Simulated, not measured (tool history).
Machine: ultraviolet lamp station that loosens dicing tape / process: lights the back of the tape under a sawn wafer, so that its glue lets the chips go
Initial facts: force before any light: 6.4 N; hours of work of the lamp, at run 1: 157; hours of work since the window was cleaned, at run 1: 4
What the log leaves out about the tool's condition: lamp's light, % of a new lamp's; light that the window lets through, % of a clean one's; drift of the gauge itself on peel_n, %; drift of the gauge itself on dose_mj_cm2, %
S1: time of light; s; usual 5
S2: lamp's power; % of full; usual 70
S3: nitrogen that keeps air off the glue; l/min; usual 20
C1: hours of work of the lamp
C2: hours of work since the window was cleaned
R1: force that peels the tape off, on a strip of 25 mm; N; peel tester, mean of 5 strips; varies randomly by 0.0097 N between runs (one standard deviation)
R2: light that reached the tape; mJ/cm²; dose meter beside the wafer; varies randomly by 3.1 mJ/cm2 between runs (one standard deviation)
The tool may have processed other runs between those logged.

run 1 hour=0.0 | S1=5 S2=70 S3=20 | C1=157 C2=4 | R1=0.415 R2=463
run 2 hour=83.7 | S1=5 S2=70 S3=20 | C1=207 C2=54 | R1=0.458 R2=454
run 3 hour=156.1 | S1=5 S2=70 S3=20 | C1=251 C2=98 | R1=0.468 R2=449
run 4 hour=210.5 | S1=5 S2=66 S3=20 | C1=284 C2=131 | R1=0.502 R2=417
run 5 hour=265.5 | S1=5 S2=70 S3=16 | C1=317 C2=164 | R1=0.557 R2=437
run 6 hour=311.7 | S1=6 S2=70 S3=16 | C1=345 C2=192 | R1=0.414 R2=515
run 7 hour=368.4 | S1=6 S2=70 S3=16 | C1=380 C2=227 | R1=0.443 R2=510
run 8 hour=419.4 | S1=5 S2=70 S3=8 | C1=410 C2=258 | R1=0.877 R2=419
run 9 hour=487.8 | S1=5 S2=70 S3=8 | C1=452 C2=299 | R1=0.935 R2=411
run 10 hour=558.6 | S1=5 S2=70 S3=8 | C1=495 C2=342 | R1=0.915 R2=402
-- hour=572.2 window cleaned of glue's vapour
run 11 hour=630.2 | S1=5 S2=70 S3=8 | C1=538 C2=35 | R1=0.865 R2=423
run 12 hour=700.0 | S1=5 S2=70 S3=8 | C1=580 C2=77 | R1=0.899 R2=423
run 13 hour=778.1 | S1=5 S2=77 S3=20 | C1=627 C2=125 | R1=0.471 R2=440
run 14 hour=846.8 | S1=5 S2=77 S3=20 | C1=669 C2=166 | R1=0.461 R2=441
run 15 hour=912.0 | S1=5 S2=66 S3=20 | C1=708 C2=206 | R1=0.632 R2=377
run 16 hour=993.6 | S1=7 S2=66 S3=20 | C1=757 C2=255 | R1=0.382 R2=515
run 17 hour=1079.5 | S1=5 S2=61 S3=20 | C1=809 C2=307 | R1=0.752 R2=326
-- hour=1147.6 window cleaned of glue's vapour
run 18 hour=1162.0 | S1=5 S2=61 S3=20 | C1=859 C2=9 | R1=0.677 R2=353
run 19 hour=1246.6 | S1=5 S2=61 S3=20 | C1=910 C2=60 | R1=0.711 R2=339
run 20 hour=1284.7 | S1=10 S2=61 S3=20 | C1=933 C2=83 | R1=0.291 R2=682
run 21 hour=1340.2 | S1=10 S2=61 S3=20 | C1=967 C2=117 | R1=0.284 R2=671
run 22 hour=1379.8 | S1=5 S2=70 S3=20 | C1=991 C2=140 | R1=0.609 R2=386
run 23 hour=1434.4 | S1=5 S2=72 S3=20 | C1=1024 C2=173 | R1=0.584 R2=384
run 24 hour=1473.3 | S1=3 S2=85 S3=15 | C1=1047 C2=197 | R1=1.233 R2=269
run 25 hour=1561.8 | S1=3 S2=85 S3=15 | C1=1101 C2=251 | R1=1.249 R2=267
run 26 hour=1612.0 | S1=4 S2=68 S3=7 | C1=1131 C2=281 | R1=1.697 R2=277
run 27 hour=1674.2 | S1=4 S2=68 S3=7 | C1=1169 C2=319 | R1=1.831 R2=274
-- hour=1722.1 window cleaned of glue's vapour
run 28 hour=1733.3 | S1=4 S2=63 S3=7 | C1=1204 C2=7 | R1=1.873 R2=269
run 29 hour=1795.2 | S1=8 S2=61 S3=9 | C1=1242 C2=44 | R1=0.605 R2=515
run 30 hour=1859.4 | S1=8 S2=61 S3=9 | C1=1281 C2=83 | R1=0.626 R2=498
run 31 hour=1931.9 | S1=3 S2=81 S3=6 | C1=1324 C2=127 | R1=2.116 R2=252
run 32 hour=2016.1 | S1=3 S2=73 S3=6 | C1=1375 C2=178 | R1=2.421 R2=215
run 33 hour=2053.6 | S1=8 S2=73 S3=9 | C1=1398 C2=201 | R1=0.500 R2=577
run 34 hour=2093.5 | S1=5 S2=70 S3=11 | C1=1422 C2=225 | R1=1.059 R2=339
run 35 hour=2167.0 | S1=6 S2=82 S3=7 | C1=1467 C2=269 | R1=0.842 R2=470
run 36 hour=2232.9 | S1=9 S2=82 S3=8 | C1=1506 C2=309 | R1=0.393 R2=688
-- hour=2300.9 window cleaned of glue's vapour
run 37 hour=2316.0 | S1=9 S2=79 S3=27 | C1=1556 C2=9 | R1=0.270 R2=705
run 38 hour=2379.9 | S1=9 S2=66 S3=7 | C1=1595 C2=48 | R1=0.561 R2=582
run 39 hour=2438.1 | S1=5 S2=85 S3=31 | C1=1630 C2=83 | R1=0.424 R2=413
run 40 hour=2480.0 | S1=5 S2=85 S3=31 | C1=1656 C2=108 | R1=0.429 R2=401
run 41 hour=2534.0 | S1=5 S2=85 S3=31 | C1=1688 C2=141 | R1=0.439 R2=398
run 42 hour=2614.6 | S1=2 S2=70 S3=35 | C1=1737 C2=190 | R1=2.214 R2=127
run 43 hour=2679.1 | S1=2 S2=70 S3=35 | C1=1776 C2=229 | R1=2.222 R2=123

How the hidden state differs across the entries between the runs, from the last listed run before each to the first after it:
Logged between run 10 and run 11: window cleaned of glue's vapour (hour 572.2)
  lamp's light, % of a new lamp's: 90.5 -> 89.7; light that the window lets through, % of a clean one's: 93.1 -> 98.7
  measured value less the no-hidden-state value, R1: +0.227 -> +0.160 N; R2: -76 -> -55 mJ/cm²
Logged between run 17 and run 18: window cleaned of glue's vapour (hour 1147.6)
  lamp's light, % of a new lamp's: 85.1 -> 84.2; light that the window lets through, % of a clean one's: 93.2 -> 99.5
  measured value less the no-hidden-state value, R1: +0.243 -> +0.173 N; R2: -86 -> -68 mJ/cm²
Logged between run 27 and run 28: window cleaned of glue's vapour (hour 1722.1)
  lamp's light, % of a new lamp's: 79 -> 78.4; light that the window lets through, % of a clean one's: 93.5 -> 99.3
  measured value less the no-hidden-state value, R1: +0.614 -> +0.522 N; R2: -97 -> -76 mJ/cm²
Logged between run 36 and run 37: window cleaned of glue's vapour (hour 2300.9)
  lamp's light, % of a new lamp's: 73.5 -> 72.6; light that the window lets through, % of a clean one's: 93.3 -> 99.5
  measured value less the no-hidden-state value, R1: +0.121 -> +0.016 N; R2: -315 -> -271 mJ/cm²

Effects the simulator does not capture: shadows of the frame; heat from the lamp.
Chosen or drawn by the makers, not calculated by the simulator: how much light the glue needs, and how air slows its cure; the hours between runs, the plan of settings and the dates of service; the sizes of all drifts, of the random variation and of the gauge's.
